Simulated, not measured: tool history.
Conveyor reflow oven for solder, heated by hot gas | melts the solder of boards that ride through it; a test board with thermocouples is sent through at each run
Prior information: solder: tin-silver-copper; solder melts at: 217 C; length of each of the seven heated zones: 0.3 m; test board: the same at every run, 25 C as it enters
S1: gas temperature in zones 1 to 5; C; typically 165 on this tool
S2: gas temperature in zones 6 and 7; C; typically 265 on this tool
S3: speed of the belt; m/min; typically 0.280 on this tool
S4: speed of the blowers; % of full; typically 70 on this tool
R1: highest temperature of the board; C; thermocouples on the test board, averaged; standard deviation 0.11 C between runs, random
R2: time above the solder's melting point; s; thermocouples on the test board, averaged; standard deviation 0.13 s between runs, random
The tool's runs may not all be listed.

run	day	S1	S2	S3	S4	R1	R2
1	0.000	165	265	0.280	70	253.7	96.8
2	1.275	165	265	0.280	70	253.6	96.5
3	2.288	165	265	0.280	70	253.5	96.9
# day 4.233: flux residue cleaned out of gas plates and filters
4	4.296	165	265	0.280	70	252.7	95.4
5	5.788	165	265	0.313	70	249.6	79.7
6	6.604	165	265	0.313	70	249.3	79.6
7	8.008	165	265	0.313	70	249.2	79.5
8	8.800	165	265	0.313	70	248.9	79.3
9	10.242	165	265	0.313	70	249.0	79.1
# day 10.583: flux residue cleaned out of gas plates and filters, once more
10	12.104	165	265	0.313	70	252.4	85.1
11	13.825	165	265	0.313	70	252.4	84.6
12	15.183	165	265	0.313	70	252.2	84.5
13	16.762	154	265	0.313	70	250.7	77.6
14	17.604	154	265	0.313	70	250.4	77.8
15	19.133	154	265	0.313	70	250.3	77.5
16	20.062	154	265	0.313	70	250.2	77.3
17	21.221	151	268	0.280	70	256.0	94.0
18	22.154	151	268	0.280	70	255.9	93.9
19	23.858	151	268	0.280	70	255.7	93.8
20	25.142	165	266	0.298	63	252.8	89.7
21	26.883	165	266	0.298	63	252.9	89.7
# day 27.321: belt drive overhauled, speed set with a stopwatch
# day 28.225: flux residue cleaned out of gas plates and filters
22	28.921	165	266	0.298	63	254.0	89.6
23	30.254	165	266	0.298	63	253.9	89.5
24	31.650	178	271	0.280	60	261.4	110.3
25	33.229	162	272	0.312	59	256.6	85.8
26	34.554	162	272	0.312	59	256.6	85.7
27	35.483	162	272	0.312	59	256.5	85.7
28	36.979	172	270	0.280	61	259.5	105.4
29	37.967	154	265	0.332	56	245.6	64.5
30	39.508	165	262	0.280	70	251.9	94.5
31	40.642	175	268	0.248	70	261.3	124.7

What if the next run were any one of these 3? Each begins from the tool's condition after run 31:
A	42.438	165	259	0.280	70	?	?
B	42.438	165	260	0.249	52	?	?
C	42.438	177	268	0.248	70	?	?

run	R1	R2
A	248.8	90.9
B	250.9	105.6
C	261.4	125.9
Without the tool's unlogged condition, the same runs would have read:
run	R1	R2
A	249.3	92.0
B	251.0	106.1
C	261.5	125.8

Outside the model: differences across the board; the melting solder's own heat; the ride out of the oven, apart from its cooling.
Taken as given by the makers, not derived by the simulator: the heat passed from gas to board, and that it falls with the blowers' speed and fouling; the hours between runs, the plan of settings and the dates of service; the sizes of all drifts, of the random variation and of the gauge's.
